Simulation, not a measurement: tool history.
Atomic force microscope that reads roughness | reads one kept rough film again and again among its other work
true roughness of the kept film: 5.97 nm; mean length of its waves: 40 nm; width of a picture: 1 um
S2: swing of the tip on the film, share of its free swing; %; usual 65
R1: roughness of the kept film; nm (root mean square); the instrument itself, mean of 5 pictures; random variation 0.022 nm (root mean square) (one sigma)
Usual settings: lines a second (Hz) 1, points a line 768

Run 1, day 0: usual settings. Result: R1 4.97 nm (root mean square).
Run 2, day 3.017: usual settings. Result: R1 4.833 nm (root mean square).
Run 3, day 5.854: usual settings. Result: R1 4.673 nm (root mean square).
At day 8.058: new tip fitted.
Run 4, day 8.425: usual settings. Result: R1 5.173 nm (root mean square).
Run 5, day 10.804: usual settings. Result: R1 5.107 nm (root mean square).
Run 6, day 12.604: usual settings but S2 84 %. Result: R1 4.915 nm (root mean square).
Run 7, day 14.075: usual settings but S2 84 %. Result: R1 4.818 nm (root mean square).
Run 8, day 15.783: usual settings but S2 84 %. Result: R1 4.741 nm (root mean square).
Run 9, day 17.133: usual settings but points a line 282. Result: R1 4.745 nm (root mean square).
Run 10, day 20.446: usual settings but points a line 282. Result: R1 4.63 nm (root mean square).
Run 11, day 21.808: usual settings. Result: R1 4.609 nm (root mean square).
At day 22.079: new tip fitted.
Run 12, day 24.242: usual settings. Result: R1 5.106 nm (root mean square).
Run 13, day 27.317: usual settings but points a line 472. Result: R1 4.95 nm (root mean square).
Run 14, day 30.625: usual settings but points a line 472. Result: R1 4.835 nm (root mean square).
Run 15, day 33.204: usual settings but points a line 472. Result: R1 4.725 nm (root mean square).
Run 16, day 34.721: usual settings but points a line 472. Result: R1 4.598 nm (root mean square).
At day 36.096: new tip fitted.
Run 17, day 36.771: usual settings but points a line 472. Result: R1 5.132 nm (root mean square).
Run 18, day 39.75: usual settings but lines a second (Hz) 3.79. Result: R1 4.834 nm (root mean square).
Run 19, day 42.033: usual settings but lines a second (Hz) 3.79. Result: R1 4.712 nm (root mean square).
Run 20, day 43.75: usual settings but lines a second (Hz) 3.79. Result: R1 4.684 nm (root mean square).
Run 21, day 46.175: usual settings but lines a second (Hz) 3.79. Result: R1 4.544 nm (root mean square).
Run 22, day 49.512: usual settings but lines a second (Hz) 3.79. Result: R1 4.433 nm (root mean square).
At day 50.029: new tip fitted.
Run 23, day 52.604: usual settings but lines a second (Hz) 3.79, points a line 373. Result: R1 4.825 nm (root mean square).
Run 24, day 55.829: usual settings but points a line 600. Result: R1 4.923 nm (root mean square).
Run 25, day 58.333: usual settings but S2 82 %. Result: R1 4.735 nm (root mean square).
Run 26, day 59.804: usual settings but lines a second (Hz) 2.43, S2 72 %, points a line 642. Result: R1 4.591 nm (root mean square).
Run 27, day 62.575: usual settings but lines a second (Hz) 0.97, S2 57 %, points a line 723. Result: R1 4.689 nm (root mean square).
At day 63.992: new tip fitted.
Run 28, day 65.417: usual settings but lines a second (Hz) 0.97, S2 57 %, points a line 723. Result: R1 5.114 nm (root mean square).
Run 29, day 66.946: usual settings but S2 62 %, points a line 619. Result: R1 5.045 nm (root mean square).
Run 30, day 69.058: usual settings but lines a second (Hz) 0.5, points a line 389. Result: R1 4.98 nm (root mean square).
Run 31, day 72.192: usual settings but lines a second (Hz) 0.5, points a line 389. Result: R1 4.839 nm (root mean square).
Run 32, day 73.575: usual settings but lines a second (Hz) 0.5, S2 56 %, points a line 338. Result: R1 4.743 nm (root mean square).
Run 33, day 75.342: usual settings but lines a second (Hz) 0.79, S2 69 %, points a line 604. Result: R1 4.657 nm (root mean square).
Run 34, day 77.788: usual settings but lines a second (Hz) 0.79, S2 69 %, points a line 604. Result: R1 4.594 nm (root mean square).
At day 77.95: new tip fitted.
Run 35, day 79.225: usual settings but lines a second (Hz) 0.79, S2 69 %, points a line 604. Result: R1 5.116 nm (root mean square).
Run 36, day 81.633: usual settings but lines a second (Hz) 0.67, points a line 277. Result: R1 4.978 nm (root mean square).
Run 37, day 83.512: usual settings but lines a second (Hz) 0.67, points a line 277. Result: R1 4.892 nm (root mean square).
Run 38, day 85.958: usual settings but lines a second (Hz) 0.67, points a line 277. Result: R1 4.801 nm (root mean square).
At day 87.342: height scale calibrated on a step standard.
Run 39, day 88.992: usual settings but lines a second (Hz) 0.67, points a line 277. Result: R1 4.804 nm (root mean square).
Run 40, day 91.783: usual settings but lines a second (Hz) 2.08, points a line 613. Result: R1 4.603 nm (root mean square).
At day 91.988: new tip fitted.
Run 41, day 94.596: usual settings but lines a second (Hz) 1.46, S2 85 %, points a line 367. Result: R1 4.913 nm (root mean square).
Run 42, day 96.033: usual settings but lines a second (Hz) 1.76, S2 71 %, points a line 409. Result: R1 4.971 nm (root mean square).
Run 43, day 97.617: usual settings but lines a second (Hz) 1.76, S2 71 %, points a line 409. Result: R1 4.901 nm (root mean square).
Run 44, day 100.462: usual settings but lines a second (Hz) 0.62, S2 84 %. Result: R1 4.896 nm (root mean square).
Run 45, day 102.254: usual settings but lines a second (Hz) 0.62, S2 84 %. Result: R1 4.76 nm (root mean square).
Run 46, day 105.208: usual settings but lines a second (Hz) 2.63, S2 55 %, points a line 413. Result: R1 4.674 nm (root mean square).
At day 105.908: new tip fitted.
Run 47, day 108.104: usual settings but lines a second (Hz) 0.53, S2 89 %, points a line 416. Result: R1 5.106 nm (root mean square).
Run 48, day 110.538: usual settings but lines a second (Hz) 0.53, S2 89 %, points a line 416. Result: R1 5.039 nm (root mean square).
Run 49, day 111.908: usual settings but lines a second (Hz) 0.53, S2 89 %, points a line 416. Result: R1 4.937 nm (root mean square).
Run 50, day 114.883: usual settings but lines a second (Hz) 0.53, S2 89 %, points a line 416. Result: R1 4.787 nm (root mean square).

4 ways to go on from here, each from the tool as it stands after run 50. What would each give?
Run A, day 116.462: usual settings but lines a second (Hz) 1.09, S2 57 %, points a line 1004. Result: R1 ?.
Run B, day 116.462: usual settings but lines a second (Hz) 3.54. Result: R1 ?.
Run C, day 116.462: usual settings but lines a second (Hz) 3.11, S2 61 %, points a line 991. Result: R1 ?.
Run D, day 116.462: usual settings but lines a second (Hz) 2.38, S2 89 %, points a line 416. Result: R1 ?.

run     R1
  A  4.873
  B  4.692
  C  4.732
  D  4.376
Without the tool's hidden state the same runs would have given:
run     R1
  A  5.388
  B  5.187
  C  5.232
  D  4.838
